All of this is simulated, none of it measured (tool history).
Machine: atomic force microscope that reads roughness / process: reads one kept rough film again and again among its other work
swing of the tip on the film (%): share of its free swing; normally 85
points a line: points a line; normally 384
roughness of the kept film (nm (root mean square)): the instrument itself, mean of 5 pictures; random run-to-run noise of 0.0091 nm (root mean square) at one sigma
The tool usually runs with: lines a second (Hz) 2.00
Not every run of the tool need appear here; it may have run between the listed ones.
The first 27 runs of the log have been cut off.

run    hour  lines a second (Hz)  swing of the tip on the film (%)  points a line  roughness of the kept film (nm (root mean square))
 28   789.0                 3.66                                64            309                                               2.016
 29   829.2                 3.66                                64            309                                               1.957
 30   851.6                 3.66                                64            309                                               1.917
 31   889.7                 3.66                                69            505                                               1.803
      900.6  -- new tip fitted
 32   907.0                 2.00                                80            262                                               2.134
 33   933.1                 2.00                                85            300                                               1.993
 34   954.2                 2.00                                66            878                                               2.283
 35   980.9                 1.82                                65            585                                               2.250
 36  1004.2                 0.79                                62            382                                               2.338
 37  1025.3                 1.00                                64            304                                               2.262
 38  1048.4                 2.00                                90            384                                               1.754
 39  1080.8                 3.92                                90            729                                               1.368
 40  1101.6                 3.92                                90            729                                               1.358
 41  1133.3                 3.92                                90            729                                               1.341

Alternative continuations, all from the tool just after run 41; predict every row:
     1154.5  -- new tip fitted
  A  1161.3                 3.19                                85            352                                                   ?
     1154.5  -- new tip fitted
  B  1161.3                 3.79                                85            384                                                   ?
     1154.5  -- new tip fitted
  C  1161.3                 3.92                                72            729                                                   ?

run  roughness of the kept film (nm (root mean square))
  A                                               1.793
  B                                               1.723
  C                                               2.043
The same runs, with their run-to-run variation unchanged, on a tool lacking any hidden condition would have given:
run  roughness of the kept film (nm (root mean square))
  A                                               1.791
  B                                               1.721
  C                                               2.040
